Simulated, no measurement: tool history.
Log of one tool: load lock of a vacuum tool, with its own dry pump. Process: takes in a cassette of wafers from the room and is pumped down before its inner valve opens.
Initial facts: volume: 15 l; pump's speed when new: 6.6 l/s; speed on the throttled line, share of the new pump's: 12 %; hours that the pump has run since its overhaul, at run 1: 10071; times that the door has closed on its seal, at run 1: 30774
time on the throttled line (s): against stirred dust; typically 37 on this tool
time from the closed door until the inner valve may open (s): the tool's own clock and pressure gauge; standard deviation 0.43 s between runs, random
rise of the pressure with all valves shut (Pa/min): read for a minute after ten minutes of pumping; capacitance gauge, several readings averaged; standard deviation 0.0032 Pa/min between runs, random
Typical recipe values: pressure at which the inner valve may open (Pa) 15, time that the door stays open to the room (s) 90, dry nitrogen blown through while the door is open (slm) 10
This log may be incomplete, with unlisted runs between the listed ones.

| run | hour | time on the throttled line (s) | pressure at which the inner valve may open (Pa) | time that the door stays open to the room (s) | dry nitrogen blown through while the door is open (slm) | hours that the pump has run since its overhaul | times that the door has closed on its seal | incoming humidity of the room's air, % | time from the closed door until the inner valve may open (s) | rise of the pressure with all valves shut (Pa/min) |
|---|---|---|---|---|---|---|---|---|---|---|
| 1 | 0.0 | 37 | 15 | 90 | 10 | 10071 | 30774 | 42.0 | 56.8 | 0.260 |
| 2 | 134.5 | 37 | 15 | 90 | 10 | 10205 | 31188 | 45.2 | 55.6 | 0.278 |
| 3 | 254.8 | 37 | 15 | 90 | 10 | 10326 | 31559 | 45.2 | 56.2 | 0.275 |
| 4 | 413.0 | 37 | 15 | 90 | 10 | 10484 | 32045 | 43.8 | 56.4 | 0.281 |
| 5 | 599.3 | 37 | 15 | 90 | 10 | 10670 | 32619 | 46.3 | 57.2 | 0.293 |
| 6 | 736.1 | 37 | 15 | 90 | 10 | 10807 | 33040 | 47.7 | 56.4 | 0.297 |
| 7 | 855.0 | 37 | 18 | 90 | 10 | 10926 | 33406 | 49.3 | 55.8 | 0.304 |
| 8 | 1093.4 | 37 | 18 | 90 | 10 | 11164 | 34140 | 43.2 | 56.2 | 0.296 |
| 9 | 1203.3 | 37 | 15 | 59 | 10 | 11274 | 34478 | 51.0 | 56.8 | 0.300 |
| 10 | 1333.0 | 37 | 15 | 90 | 43 | 11404 | 34877 | 42.7 | 56.8 | 0.263 |
| 11 | 1463.3 | 37 | 15 | 90 | 43 | 11534 | 35278 | 46.7 | 57.7 | 0.270 |
| 12 | 1597.6 | 37 | 15 | 90 | 43 | 11668 | 35691 | 46.8 | 57.2 | 0.269 |
| 13 | 1742.4 | 28 | 15 | 90 | 43 | 11813 | 36137 | 44.5 | 49.5 | 0.274 |
| 14 | 1870.9 | 28 | 15 | 90 | 43 | 11942 | 36532 | 46.1 | 49.4 | 0.288 |
| 15 | 2003.8 | 37 | 15 | 90 | 10 | 12075 | 36942 | 46.8 | 56.9 | 0.335 |
| 16 | 2179.9 | 37 | 15 | 90 | 10 | 12251 | 37483 | 44.8 | 57.5 | 0.332 |
| 17 | 2340.3 | 37 | 15 | 90 | 10 | 12411 | 37977 | 46.2 | 58.5 | 0.345 |
| 18 | 2499.8 | 37 | 15 | 90 | 10 | 12571 | 38468 | 47.4 | 57.3 | 0.349 |
| 19 | 2717.7 | 37 | 15 | 90 | 10 | 12789 | 39139 | 49.1 | 58.1 | 0.356 |
| 20 | 2970.6 | 37 | 15 | 206 | 10 | 13042 | 39917 | 45.7 | 57.5 | 0.408 |
| 21 | 3172.4 | 37 | 15 | 206 | 10 | 13243 | 40538 | 47.1 | 58.3 | 0.402 |
| 22 | 3404.3 | 37 | 21 | 33 | 10 | 13475 | 41251 | 43.9 | 56.1 | 0.341 |
| 23 | 3565.5 | 46 | 22 | 29 | 10 | 13636 | 41748 | 48.7 | 64.7 | 0.347 |
| 24 | 3728.9 | 44 | 22 | 41 | 10 | 13800 | 42251 | 44.3 | 62.4 | 0.354 |
| 25 | 3833.3 | 38 | 22 | 25 | 5 | 13904 | 42572 | 43.6 | 58.0 | 0.349 |
|  | 4035.1 | dry pump taken out, an overhauled one fitted |
| 26 | 4049.6 | 25 | 26 | 90 | 10 | 14 | 43219 | 40.1 | 40.5 | 0.380 |
| 27 | 4269.7 | 39 | 15 | 176 | 25 | 235 | 43897 | 46.7 | 55.0 | 0.388 |
| 28 | 4375.8 | 39 | 15 | 176 | 25 | 341 | 44223 | 48.3 | 54.0 | 0.414 |
| 29 | 4607.9 | 27 | 18 | 40 | 4 | 573 | 44937 | 44.7 | 42.7 | 0.393 |
| 30 | 4837.0 | 27 | 18 | 40 | 4 | 802 | 45643 | 44.2 | 43.1 | 0.400 |
| 31 | 5091.2 | 27 | 18 | 40 | 4 | 1056 | 46425 | 48.8 | 43.9 | 0.413 |
| 32 | 5307.4 | 37 | 28 | 72 | 5 | 1272 | 47090 | 45.8 | 50.5 | 0.437 |
| 33 | 5464.5 | 49 | 11 | 72 | 5 | 1429 | 47574 | 46.9 | 63.7 | 0.437 |
| 34 | 5671.2 | 49 | 19 | 117 | 5 | 1636 | 48210 | 47.3 | 63.5 | 0.475 |
| 35 | 5914.9 | 49 | 19 | 117 | 5 | 1880 | 48960 | 44.6 | 62.3 | 0.467 |
| 36 | 6035.8 | 55 | 19 | 117 | 8 | 2001 | 49332 | 47.2 | 68.0 | 0.477 |
| 37 | 6152.8 | 55 | 27 | 34 | 8 | 2118 | 49692 | 46.0 | 67.2 | 0.427 |
| 38 | 6347.9 | 55 | 27 | 34 | 8 | 2313 | 50292 | 44.4 | 67.1 | 0.438 |

3 options for the next run, each taken on its own from the tool as it stands now. Forecast them:
| A | 6517.8 | 31 | 17 | 90 | 5 | 2483 | 50815 | 43.2 | ? | ? |
| B | 6517.8 | 55 | 26 | 34 | 8 | 2483 | 50815 | 47.4 | ? | ? |
| C | 6517.8 | 55 | 27 | 94 | 8 | 2483 | 50815 | 41.4 | ? | ? |

| run | time from the closed door until the inner valve may open (s) | rise of the pressure with all valves shut (Pa/min) |
|---|---|---|
| A | 47.1 | 0.473 |
| B | 67.7 | 0.443 |
| C | 66.6 | 0.462 |
What these runs would have given with no unlogged condition in the tool:
| run | time from the closed door until the inner valve may open (s) | rise of the pressure with all valves shut (Pa/min) |
|---|---|---|
| A | 46.7 | 0.112 |
| B | 67.3 | 0.078 |
| C | 66.3 | 0.100 |
